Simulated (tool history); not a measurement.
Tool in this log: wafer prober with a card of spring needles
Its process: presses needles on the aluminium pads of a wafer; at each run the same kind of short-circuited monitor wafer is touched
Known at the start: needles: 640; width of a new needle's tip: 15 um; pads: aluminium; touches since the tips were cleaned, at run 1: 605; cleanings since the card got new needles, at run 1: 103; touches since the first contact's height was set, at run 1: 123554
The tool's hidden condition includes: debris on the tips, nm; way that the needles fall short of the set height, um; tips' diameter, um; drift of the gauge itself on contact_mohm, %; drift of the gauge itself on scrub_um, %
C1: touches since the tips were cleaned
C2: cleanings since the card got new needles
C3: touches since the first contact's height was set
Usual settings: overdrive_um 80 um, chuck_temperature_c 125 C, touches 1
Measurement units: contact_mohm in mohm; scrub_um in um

run 1 hour=0.0 | overdrive_um=80 chuck_temperature_c=125 touches=1 | C1=605 C2=103 C3=123554 | contact_mohm=244 scrub_um=13.53
-- hour=6.7 tips cleaned on abrasive film
-- hour=15.6 tips cleaned on abrasive film
run 2 hour=15.6 | overdrive_um=80 chuck_temperature_c=125 touches=1 | C1=30 C2=105 C3=128974 | contact_mohm=237 scrub_um=13.55
-- hour=24.2 tips cleaned on abrasive film
-- hour=32.9 tips cleaned on abrasive film
-- hour=41.4 tips cleaned on abrasive film
run 3 hour=43.8 | overdrive_um=80 chuck_temperature_c=125 touches=1 | C1=830 C2=108 C3=138752 | contact_mohm=247 scrub_um=13.57
-- hour=49.1 tips cleaned on abrasive film
-- hour=57.5 tips cleaned on abrasive film
run 4 hour=57.5 | overdrive_um=80 chuck_temperature_c=125 touches=1 | C1=26 C2=110 C3=143505 | contact_mohm=238 scrub_um=13.47
-- hour=65.1 tips cleaned on abrasive film
-- hour=73.0 tips cleaned on abrasive film
run 5 hour=75.0 | overdrive_um=80 chuck_temperature_c=125 touches=1 | C1=717 C2=112 C3=149580 | contact_mohm=248 scrub_um=13.38
-- hour=81.9 tips cleaned on abrasive film
-- hour=90.3 tips cleaned on abrasive film
run 6 hour=93.6 | overdrive_um=65 chuck_temperature_c=125 touches=1 | C1=1179 C2=114 C3=156035 | contact_mohm=261 scrub_um=10.64
-- hour=98.4 tips cleaned on abrasive film
-- hour=106.1 tips cleaned on abrasive film
-- hour=113.6 tips cleaned on abrasive film
run 7 hour=116.1 | overdrive_um=65 chuck_temperature_c=125 touches=1 | C1=891 C2=117 C3=163824 | contact_mohm=259 scrub_um=10.85
-- hour=122.8 tips cleaned on abrasive film
-- hour=131.4 tips cleaned on abrasive film
run 8 hour=131.4 | overdrive_um=80 chuck_temperature_c=125 touches=1 | C1=0 C2=119 C3=169106 | contact_mohm=238 scrub_um=13.33
-- hour=140.1 tips cleaned on abrasive film
run 9 hour=147.4 | overdrive_um=80 chuck_temperature_c=125 touches=1 | C1=2556 C2=120 C3=174690 | contact_mohm=266 scrub_um=13.32
-- hour=149.3 tips cleaned on abrasive film
-- hour=156.7 tips cleaned on abrasive film
run 10 hour=161.5 | overdrive_um=80 chuck_temperature_c=125 touches=1 | C1=1676 C2=122 C3=179575 | contact_mohm=258 scrub_um=13.24
-- hour=165.0 tips cleaned on abrasive film
-- hour=173.9 tips cleaned on abrasive film
-- hour=180.1 height of the first contact set anew
run 11 hour=180.1 | overdrive_um=80 chuck_temperature_c=125 touches=2 | C1=2076 C2=124 C3=0 | contact_mohm=247 scrub_um=14.09
-- hour=182.1 tips cleaned on abrasive film
-- hour=191.1 tips cleaned on abrasive film
-- hour=198.8 tips cleaned on abrasive film
-- hour=207.1 tips cleaned on abrasive film
run 12 hour=207.1 | overdrive_um=80 chuck_temperature_c=125 touches=1 | C1=0 C2=128 C3=9337 | contact_mohm=238 scrub_um=14.16
-- hour=215.0 tips cleaned on abrasive film
-- hour=222.4 tips cleaned on abrasive film
run 13 hour=226.0 | overdrive_um=80 chuck_temperature_c=125 touches=1 | C1=1264 C2=130 C3=15877 | contact_mohm=245 scrub_um=14.28
-- hour=230.8 tips cleaned on abrasive film
-- hour=239.5 tips cleaned on abrasive film
-- hour=248.2 tips cleaned on abrasive film
run 14 hour=249.1 | overdrive_um=80 chuck_temperature_c=125 touches=1 | C1=308 C2=133 C3=23888 | contact_mohm=245 scrub_um=14.18
-- hour=255.8 tips cleaned on abrasive film
run 15 hour=260.8 | overdrive_um=80 chuck_temperature_c=42 touches=1 | C1=1746 C2=134 C3=27963 | contact_mohm=236 scrub_um=14.01
-- hour=264.5 tips cleaned on abrasive film
-- hour=273.2 tips cleaned on abrasive film
-- hour=281.5 tips cleaned on abrasive film
run 16 hour=286.7 | overdrive_um=65 chuck_temperature_c=60 touches=1 | C1=1808 C2=137 C3=36938 | contact_mohm=261 scrub_um=11.23
-- hour=290.4 tips cleaned on abrasive film
-- hour=299.1 tips cleaned on abrasive film
run 17 hour=299.1 | overdrive_um=65 chuck_temperature_c=60 touches=1 | C1=0 C2=139 C3=41217 | contact_mohm=227 scrub_um=11.27
-- hour=308.0 tips cleaned on abrasive film
-- hour=317.1 tips cleaned on abrasive film
run 18 hour=318.6 | overdrive_um=65 chuck_temperature_c=60 touches=1 | C1=527 C2=141 C3=48016 | contact_mohm=238 scrub_um=11.22
-- hour=325.8 tips cleaned on abrasive film
run 19 hour=332.1 | overdrive_um=66 chuck_temperature_c=60 touches=2 | C1=2229 C2=142 C3=52723 | contact_mohm=244 scrub_um=11.38
-- hour=334.1 tips cleaned on abrasive film
-- hour=342.7 tips cleaned on abrasive film
-- hour=350.2 tips cleaned on abrasive film
run 20 hour=356.4 | overdrive_um=66 chuck_temperature_c=60 touches=2 | C1=2166 C2=145 C3=61133 | contact_mohm=245 scrub_um=11.32
-- hour=358.0 tips cleaned on abrasive film
-- hour=366.0 tips cleaned on abrasive film
run 21 hour=368.5 | overdrive_um=66 chuck_temperature_c=58 touches=1 | C1=878 C2=147 C3=65296 | contact_mohm=241 scrub_um=11.47
-- hour=373.9 tips cleaned on abrasive film
-- hour=382.4 tips cleaned on abrasive film
-- hour=390.6 tips cleaned on abrasive film
run 22 hour=390.6 | overdrive_um=69 chuck_temperature_c=125 touches=1 | C1=0 C2=150 C3=72958 | contact_mohm=240 scrub_um=11.69
-- hour=398.0 tips cleaned on abrasive film
-- hour=406.3 tips cleaned on abrasive film
run 23 hour=408.9 | overdrive_um=69 chuck_temperature_c=125 touches=1 | C1=915 C2=152 C3=79304 | contact_mohm=259 scrub_um=11.83
-- hour=413.8 tips cleaned on abrasive film
-- hour=422.6 tips cleaned on abrasive film
run 24 hour=426.6 | overdrive_um=96 chuck_temperature_c=39 touches=1 | C1=1394 C2=154 C3=85446 | contact_mohm=227 scrub_um=16.50
-- hour=431.8 tips cleaned on abrasive film
-- hour=439.4 tips cleaned on abrasive film
run 25 hour=445.8 | overdrive_um=96 chuck_temperature_c=39 touches=1 | C1=2224 C2=156 C3=92115 | contact_mohm=233 scrub_um=16.42
-- hour=447.7 tips cleaned on abrasive film
-- hour=456.0 tips cleaned on abrasive film
-- hour=464.6 tips cleaned on abrasive film
run 26 hour=469.7 | overdrive_um=60 chuck_temperature_c=39 touches=2 | C1=1797 C2=159 C3=100411 | contact_mohm=249 scrub_um=10.14
-- hour=473.0 tips cleaned on abrasive film
-- hour=480.4 tips cleaned on abrasive film
-- hour=488.9 tips cleaned on abrasive film
-- hour=497.1 tips cleaned on abrasive film
run 27 hour=498.4 | overdrive_um=95 chuck_temperature_c=43 touches=1 | C1=459 C2=163 C3=110358 | contact_mohm=222 scrub_um=16.20
-- hour=504.7 tips cleaned on abrasive film
-- hour=512.1 tips cleaned on abrasive film
run 28 hour=512.2 | overdrive_um=92 chuck_temperature_c=43 touches=2 | C1=7 C2=165 C3=115106 | contact_mohm=218 scrub_um=15.60
-- hour=520.9 tips cleaned on abrasive film
-- hour=529.3 tips cleaned on abrasive film
-- hour=541.3 card fitted with new needles
run 29 hour=541.3 | overdrive_um=69 chuck_temperature_c=42 touches=2 | C1=0 C2=0 C3=0 | contact_mohm=216 scrub_um=12.15
-- hour=550.1 tips cleaned on abrasive film
run 30 hour=554.7 | overdrive_um=68 chuck_temperature_c=42 touches=2 | C1=1593 C2=1 C3=4672 | contact_mohm=226 scrub_um=11.97

Each row is a separate what-if for the run after 30, all from the same tool condition, not one after another. Results?
-- hour=558.4 tips cleaned on abrasive film
-- hour=567.0 tips cleaned on abrasive film
run A hour=574.3 | overdrive_um=76 chuck_temperature_c=67 touches=1 | C1=2561 C2=3 C3=11493 | contact_mohm=? scrub_um=?
-- hour=558.4 tips cleaned on abrasive film
-- hour=567.0 tips cleaned on abrasive film
run B hour=574.3 | overdrive_um=71 chuck_temperature_c=52 touches=2 | C1=2561 C2=3 C3=11493 | contact_mohm=? scrub_um=?
-- hour=558.4 tips cleaned on abrasive film
-- hour=567.0 tips cleaned on abrasive film
run C hour=574.3 | overdrive_um=88 chuck_temperature_c=28 touches=2 | C1=2561 C2=3 C3=11493 | contact_mohm=? scrub_um=?

run=A contact_mohm=241 scrub_um=13.50
run=B contact_mohm=227 scrub_um=12.60
run=C contact_mohm=222 scrub_um=15.56
With no hidden state in the tool, these same runs would have given:
run=A contact_mohm=217 scrub_um=13.54
run=B contact_mohm=211 scrub_um=12.64
run=C contact_mohm=210 scrub_um=15.60
